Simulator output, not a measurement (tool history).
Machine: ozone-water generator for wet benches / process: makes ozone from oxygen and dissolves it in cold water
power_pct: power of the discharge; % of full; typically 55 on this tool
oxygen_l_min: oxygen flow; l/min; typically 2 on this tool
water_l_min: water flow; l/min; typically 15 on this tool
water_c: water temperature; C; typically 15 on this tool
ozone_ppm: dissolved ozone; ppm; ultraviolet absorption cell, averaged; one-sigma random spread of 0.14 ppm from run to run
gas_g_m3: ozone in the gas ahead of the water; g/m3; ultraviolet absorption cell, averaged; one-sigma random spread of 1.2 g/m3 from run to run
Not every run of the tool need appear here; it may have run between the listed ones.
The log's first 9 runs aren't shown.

run,hour,power_pct,oxygen_l_min,water_l_min,water_c,hours of work since the electrodes were changed,hours of work since the contactor was cleaned,hours of work since the thermometer was calibrated,ozone_ppm,gas_g_m3
10,1108.5,55,2,15,15,5599,3614,436,13.2,187.8
11,1204.5,53,2,15,15,5673,3688,510,12.7,182.9
12,1298.1,55,2,15,15,5745,3760,582,12.9,187.4
13,1393.7,55,2,15,15,5818,3833,655,12.8,187.2
14,1540,55,2,15,15,5930,3945,767,13,188.2
15,1682.8,55,2,15,15,6040,4055,877,12.8,185.7
16,1840.6,55,2,15,15,6161,4176,998,12.9,185
17,1960.6,41,1.36,17,15,6253,4268,1090,8.7,193
18,2029.4,41,2.1,17,15,6305,4321,1143,9.4,147.2
19,2159.8,41,2.1,17,15,6405,4421,1243,9.2,146.5
20,2236.6,41,2.1,17,15,6464,4480,1302,9.1,144
21,2378.4,56,1.27,15,15,6573,4588,1410,11.7,247.8
22,2535.6,55,1.09,15,8,6694,4709,1531,11.9,268.2
23,2673.3,50,1.25,15,8,6799,4815,1636,11.3,229.4

Predict the results of run 24:
24,2825.5,43,2,15,15,6916,4931,1753,?,?

{"run 24": {"ozone_ppm": 10.3, "gas_g_m3": 154.3}}
Without the tool's hidden state the same run would have given ozone_ppm 13.3 ppm, gas_g_m3 181.3 g/m3.

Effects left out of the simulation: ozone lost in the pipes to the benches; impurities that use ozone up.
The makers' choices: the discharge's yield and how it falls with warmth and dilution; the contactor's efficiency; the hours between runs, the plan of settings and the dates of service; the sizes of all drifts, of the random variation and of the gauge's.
